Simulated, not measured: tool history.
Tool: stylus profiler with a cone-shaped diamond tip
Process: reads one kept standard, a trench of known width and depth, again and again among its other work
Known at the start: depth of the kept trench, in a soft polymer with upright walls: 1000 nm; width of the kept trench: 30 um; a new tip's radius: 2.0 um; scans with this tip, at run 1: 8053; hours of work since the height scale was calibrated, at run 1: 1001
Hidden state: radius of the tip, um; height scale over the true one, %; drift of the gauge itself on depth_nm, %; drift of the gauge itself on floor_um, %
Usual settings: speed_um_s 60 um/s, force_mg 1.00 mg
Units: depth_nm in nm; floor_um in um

run	hour	speed_um_s	force_mg	scans with this tip	hours of work since the height scale was calibrated	depth_nm	floor_um
1	0.0	60	1.00	8053	1001	1008.99	25.49
2	91.2	60	1.00	8377	1042	1009.56	25.47
# hour 103.3: height scale calibrated on a step standard
3	200.9	60	1.41	8766	43	1008.13	25.50
4	289.0	60	1.41	9079	82	1007.51	25.45
5	383.5	60	0.94	9416	124	1006.64	25.35
6	472.8	60	1.00	9733	163	1006.57	25.43
7	548.4	60	1.00	10002	197	1006.52	25.37
8	656.2	40	1.00	10386	245	1007.14	25.36
9	746.5	20	1.00	10707	285	1007.16	25.53
10	817.0	20	1.00	10958	316	1006.87	25.51
11	922.1	20	1.00	11332	362	1006.85	25.49
12	1013.6	20	1.00	11658	403	1007.45	25.36
13	1131.5	20	1.00	12077	455	1007.37	25.39
14	1253.3	60	0.54	12511	509	1005.61	25.05
15	1323.9	60	0.54	12762	540	1005.74	25.03
16	1388.3	60	0.54	12991	569	1006.08	25.02
17	1458.1	60	1.00	13239	599	1007.88	25.09
18	1551.2	60	0.54	13570	641	1006.04	24.97
19	1650.3	60	1.00	13923	685	1008.13	25.03
20	1703.6	60	1.00	14113	708	1007.69	24.99
21	1821.5	60	1.00	14532	760	1008.16	24.94
22	1882.1	60	1.19	14748	787	1009.37	25.01
23	1992.5	60	1.00	15141	836	1008.65	24.92
24	2082.9	60	0.84	15462	876	1007.98	24.94
25	2148.0	60	0.84	15694	905	1008.21	24.89
26	2210.4	60	0.84	15916	932	1008.19	24.90
27	2309.5	35	0.84	16269	976	1008.45	25.00
28	2383.5	35	0.84	16532	1009	1008.63	24.92
# hour 2465.3: height scale calibrated on a step standard
29	2488.9	18	1.98	16905	10	1009.02	25.04
30	2599.0	28	0.74	17297	59	1004.68	24.85
31	2719.8	82	0.74	17727	113	1004.30	24.58
32	2839.9	82	0.74	18154	166	1004.97	24.54
33	2955.4	82	0.74	18565	217	1004.89	24.53
34	3030.5	42	0.51	18832	250	1003.92	24.68
35	3090.4	177	1.75	19045	277	1008.62	24.32
36	3203.0	38	1.53	19446	326	1008.40	24.74
37	3323.1	48	1.78	19873	380	1009.53	24.70
38	3431.7	58	1.53	20260	428	1009.31	24.67
39	3510.0	90	1.00	20538	462	1006.98	24.40
40	3637.2	54	0.36	20991	519	1004.53	24.34
41	3725.2	167	2.52	21304	557	1011.72	24.26
42	3820.2	64	1.10	21642	600	1007.97	24.49
43	3874.2	49	2.87	21834	623	1013.18	24.62
44	3997.9	49	2.87	22274	678	1013.45	24.60
45	4102.5	49	2.87	22647	724	1013.40	24.54

3 ways to go on from here, each from the tool as it stands after run 45. What would each give?
A	4194.8	146	2.14	22975	765	?	?
B	4194.8	60	2.60	22975	765	?	?
C	4194.8	60	1.96	22975	765	?	?

run	depth_nm	floor_um
A	1011.79	24.16
B	1013.33	24.48
C	1010.95	24.48
Without the tool's hidden state the same runs would have given:
run	depth_nm	floor_um
A	1009.46	26.04
B	1010.99	26.36
C	1008.62	26.37
